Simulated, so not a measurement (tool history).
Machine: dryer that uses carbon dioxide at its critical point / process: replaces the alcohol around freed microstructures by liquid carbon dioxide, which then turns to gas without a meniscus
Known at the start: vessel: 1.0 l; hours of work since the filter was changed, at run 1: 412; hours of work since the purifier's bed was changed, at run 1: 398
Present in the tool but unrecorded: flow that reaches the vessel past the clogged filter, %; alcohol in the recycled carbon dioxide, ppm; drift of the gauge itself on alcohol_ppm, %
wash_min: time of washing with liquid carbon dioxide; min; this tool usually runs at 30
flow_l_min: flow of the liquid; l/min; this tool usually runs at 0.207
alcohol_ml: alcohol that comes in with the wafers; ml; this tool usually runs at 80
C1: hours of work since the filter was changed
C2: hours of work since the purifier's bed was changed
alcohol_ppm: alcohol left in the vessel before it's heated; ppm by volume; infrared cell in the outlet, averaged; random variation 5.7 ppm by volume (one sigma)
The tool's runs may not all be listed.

run 1 hour=0.0 | wash_min=30 flow_l_min=0.207 alcohol_ml=80 | C1=412 C2=398 | alcohol_ppm=481
run 2 hour=6.8 | wash_min=30 flow_l_min=0.207 alcohol_ml=80 | C1=417 C2=403 | alcohol_ppm=486
run 3 hour=19.6 | wash_min=30 flow_l_min=0.207 alcohol_ml=80 | C1=426 C2=412 | alcohol_ppm=486
run 4 hour=31.0 | wash_min=30 flow_l_min=0.207 alcohol_ml=44 | C1=435 C2=421 | alcohol_ppm=318
run 5 hour=38.0 | wash_min=30 flow_l_min=0.207 alcohol_ml=80 | C1=440 C2=426 | alcohol_ppm=504
run 6 hour=46.9 | wash_min=30 flow_l_min=0.207 alcohol_ml=79 | C1=447 C2=433 | alcohol_ppm=509
run 7 hour=58.1 | wash_min=30 flow_l_min=0.289 alcohol_ml=80 | C1=455 C2=441 | alcohol_ppm=144
run 8 hour=68.9 | wash_min=30 flow_l_min=0.137 alcohol_ml=80 | C1=463 C2=449 | alcohol_ppm=2852
run 9 hour=83.0 | wash_min=30 flow_l_min=0.303 alcohol_ml=80 | C1=473 C2=459 | alcohol_ppm=131

What will run 10 give?
-- hour=89.1 inlet filter changed
run 10 hour=96.6 | wash_min=32 flow_l_min=0.149 alcohol_ml=80 | C1=6 C2=469 | alcohol_ppm=?

{"run 10": {"alcohol_ppm": 951}}
With no hidden state in the tool, this same run would have given alcohol_ppm 834 ppm by volume.

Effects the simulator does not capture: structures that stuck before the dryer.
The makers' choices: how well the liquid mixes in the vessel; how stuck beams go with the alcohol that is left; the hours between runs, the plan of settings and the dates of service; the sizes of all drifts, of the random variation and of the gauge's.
